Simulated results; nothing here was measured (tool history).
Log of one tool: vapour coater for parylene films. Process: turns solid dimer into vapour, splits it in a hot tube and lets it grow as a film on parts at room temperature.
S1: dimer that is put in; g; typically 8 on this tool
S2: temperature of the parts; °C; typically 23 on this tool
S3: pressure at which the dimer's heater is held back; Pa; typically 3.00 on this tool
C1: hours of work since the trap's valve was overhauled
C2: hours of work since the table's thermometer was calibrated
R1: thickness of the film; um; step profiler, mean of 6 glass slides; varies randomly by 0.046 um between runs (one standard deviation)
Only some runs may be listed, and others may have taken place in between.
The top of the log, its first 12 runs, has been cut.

run 13 day=23.771 | S1=4 S2=23 S3=3.00 | C1=127 C2=1022 | R1=2.47
run 14 day=26.688 | S1=14 S2=23 S3=3.00 | C1=180 C2=1074 | R1=8.72
run 15 day=28.325 | S1=4 S2=23 S3=3.00 | C1=209 C2=1104 | R1=2.46
-- day=29.825 table's thermometer calibrated
run 16 day=31.462 | S1=8 S2=23 S3=3.00 | C1=264 C2=29 | R1=5.04
run 17 day=34.483 | S1=8 S2=29 S3=3.00 | C1=318 C2=83 | R1=4.05
-- day=35.021 trap's valve overhauled
-- day=36.471 table's thermometer calibrated, once more
run 18 day=36.483 | S1=8 S2=26 S3=2.67 | C1=25 C2=0 | R1=4.77
run 19 day=38.058 | S1=8 S2=34 S3=3.00 | C1=54 C2=28 | R1=3.66
run 20 day=40.400 | S1=12 S2=23 S3=3.00 | C1=96 C2=70 | R1=7.43
run 21 day=42.988 | S1=6 S2=25 S3=9.93 | C1=142 C2=117 | R1=2.93
run 22 day=45.846 | S1=6 S2=20 S3=8.72 | C1=193 C2=168 | R1=3.36

What does the tool deliver on the next run?
run 23 day=48.829 | S1=6 S2=20 S3=8.72 | C1=247 C2=221 | R1=?

For run 23 the tool returned R1 3.37 um.
Minus the tool's unlogged condition, the same run would have read R1 3.67 um.
